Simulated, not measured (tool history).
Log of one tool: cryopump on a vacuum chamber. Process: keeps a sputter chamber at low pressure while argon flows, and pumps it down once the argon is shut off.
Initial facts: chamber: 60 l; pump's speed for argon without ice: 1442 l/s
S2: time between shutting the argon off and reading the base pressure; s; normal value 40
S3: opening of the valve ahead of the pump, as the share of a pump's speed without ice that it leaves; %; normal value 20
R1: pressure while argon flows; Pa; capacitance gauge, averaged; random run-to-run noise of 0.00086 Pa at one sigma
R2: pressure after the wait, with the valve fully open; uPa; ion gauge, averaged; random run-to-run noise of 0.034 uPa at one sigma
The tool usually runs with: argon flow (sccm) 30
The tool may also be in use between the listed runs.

Run 1, hour 0: usual settings. Result: R1 0.1855 Pa, R2 3.05 uPa.
Run 2, hour 18.8: usual settings but S3 16 %. Result: R1 0.2264 Pa, R2 2.96 uPa.
Run 3, hour 43.5: usual settings but argon flow (sccm) 29. Result: R1 0.1779 Pa, R2 3.11 uPa.
Run 4, hour 73.7: usual settings but argon flow (sccm) 29. Result: R1 0.1759 Pa, R2 3.05 uPa.
Run 5, hour 92.6: usual settings but argon flow (sccm) 19. Result: R1 0.1164 Pa, R2 3.14 uPa.
Run 6, hour 122.4: usual settings. Result: R1 0.1855 Pa, R2 3.27 uPa.
Run 7, hour 148.4: usual settings. Result: R1 0.185 Pa, R2 3.24 uPa.
Run 8, hour 170.5: usual settings. Result: R1 0.1867 Pa, R2 3.26 uPa.
Run 9, hour 188.1: usual settings but S3 35 %. Result: R1 0.1114 Pa, R2 3.27 uPa.
Run 10, hour 205: usual settings but S3 35 %. Result: R1 0.1108 Pa, R2 3.29 uPa.
Run 11, hour 226.2: usual settings but S3 35 %. Result: R1 0.1129 Pa, R2 3.37 uPa.
Run 12, hour 258: usual settings but S3 35 %. Result: R1 0.113 Pa, R2 3.23 uPa.
Run 13, hour 274: usual settings but S3 35 %. Result: R1 0.1131 Pa, R2 3.42 uPa.
Run 14, hour 299.6: usual settings but argon flow (sccm) 44, S2 106 s. Result: R1 0.2764 Pa, R2 2.33 uPa.
Run 15, hour 317.6: usual settings but argon flow (sccm) 31, S2 106 s, S3 17 %. Result: R1 0.2277 Pa, R2 2.49 uPa.
Run 16, hour 349: usual settings but S2 21 s. Result: R1 0.1899 Pa, R2 5 uPa.
Run 17, hour 376.6: usual settings but S2 21 s. Result: R1 0.1905 Pa, R2 5.05 uPa.
Run 18, hour 407.6: usual settings but argon flow (sccm) 46, S2 21 s. Result: R1 0.293 Pa, R2 5.01 uPa.
Run 19, hour 433.6: usual settings but argon flow (sccm) 46, S2 21 s. Result: R1 0.2953 Pa, R2 5.18 uPa.
At hour 446.3: pump warmed up, emptied and cooled again.
Run 20, hour 459.8: usual settings but argon flow (sccm) 27, S2 71 s, S3 36 %. Result: R1 0.0879 Pa, R2 2.41 uPa.
Run 21, hour 479.8: usual settings but argon flow (sccm) 25, S2 105 s, S3 46 %. Result: R1 0.0644 Pa, R2 1.99 uPa.
Run 22, hour 511.5: usual settings but argon flow (sccm) 25, S2 105 s, S3 46 %. Result: R1 0.0652 Pa, R2 2.1 uPa.
Run 23, hour 536.3: usual settings but argon flow (sccm) 31, S2 105 s, S3 22 %. Result: R1 0.1673 Pa, R2 2.15 uPa.
Run 24, hour 556.7: usual settings but argon flow (sccm) 31, S2 105 s, S3 22 %. Result: R1 0.167 Pa, R2 2.17 uPa.
Run 25, hour 572.5: usual settings but S2 30 s. Result: R1 0.1775 Pa, R2 3.79 uPa.

How would selected steps in R1 from run to run divide? Give the signed amount a tool lacking its hidden state would still show from settings, what came in and random variation, and the signed amount left for the hidden state, including any gauge scatter that is not in both of the compared results.
What the log doesn't record here: pump's speed, % of a pump's without ice; cold plate's temperature, K; leak into the chamber, uPa l/s; drift of the gauge itself on working_pa, %; drift of the gauge itself on base_upa, %.
Run 13 -> 14: argon flow (sccm) 30 -> 44, S2 40 -> 106, S3 35 -> 20. R1 +0.1633 Pa: hidden state +0.0065, all else +0.1568.
Run 17 -> 18: argon flow (sccm) 30 -> 46. R1 +0.1025 Pa: hidden state +0.0087, all else +0.0938.
Run 19 -> 20: argon flow (sccm) 46 -> 27, S2 21 -> 71, S3 20 -> 36, pump warmed up, emptied and cooled again. R1 -0.2074 Pa: hidden state -0.0238, all else -0.1836.

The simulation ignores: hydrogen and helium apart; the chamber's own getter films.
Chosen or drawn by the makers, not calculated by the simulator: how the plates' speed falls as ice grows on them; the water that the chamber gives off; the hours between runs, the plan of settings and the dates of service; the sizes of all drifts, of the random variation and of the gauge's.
